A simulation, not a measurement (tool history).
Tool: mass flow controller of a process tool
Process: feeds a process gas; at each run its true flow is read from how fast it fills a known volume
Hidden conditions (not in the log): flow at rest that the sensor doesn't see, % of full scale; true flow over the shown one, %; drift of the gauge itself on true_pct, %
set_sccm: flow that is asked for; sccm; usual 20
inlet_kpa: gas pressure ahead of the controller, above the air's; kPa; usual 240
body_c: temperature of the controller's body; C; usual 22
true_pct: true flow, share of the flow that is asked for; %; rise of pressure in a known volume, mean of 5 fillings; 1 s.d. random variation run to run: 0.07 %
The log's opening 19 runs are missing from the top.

run,day,set_sccm,inlet_kpa,body_c,hours of work since the controller was set to zero,hours of work since the controller was changed,true_pct
20,291.562,20,240,22,1969,9671,97.84
21,305.071,20,240,22,2174,9876,97.84
22,320.288,20,240,22,2404,10106,97.91
23,335.642,20,240,22,2637,10339,97.82
24,347.462,20,240,22,2816,10518,97.75
25,366.646,20,264,39,3106,10808,96.67
26,379.542,20,264,39,3301,11003,96.70
27,394.083,17,240,26,3521,11223,97.44
28,407.512,41,160,29,3725,11427,99.38
29,417.438,41,208,35,3875,11577,98.71
30,426.146,16,240,27,4007,11709,97.39
31,441.767,20,240,34,4243,11945,97.25
# day 443.692: controller exchanged for a calibrated one
32,459.388,28,197,28,238,238,98.31
33,472.421,22,197,28,435,435,97.99
34,488.529,22,197,28,679,679,98.06

The next listed run, before its measurement:
35,502.467,22,197,28,890,890,?

Logged for run 35: true_pct 98.06 %.
Take away the tool's hidden state, keep the run-to-run variation as it was, and the same run would have given true_pct 98.07 %.
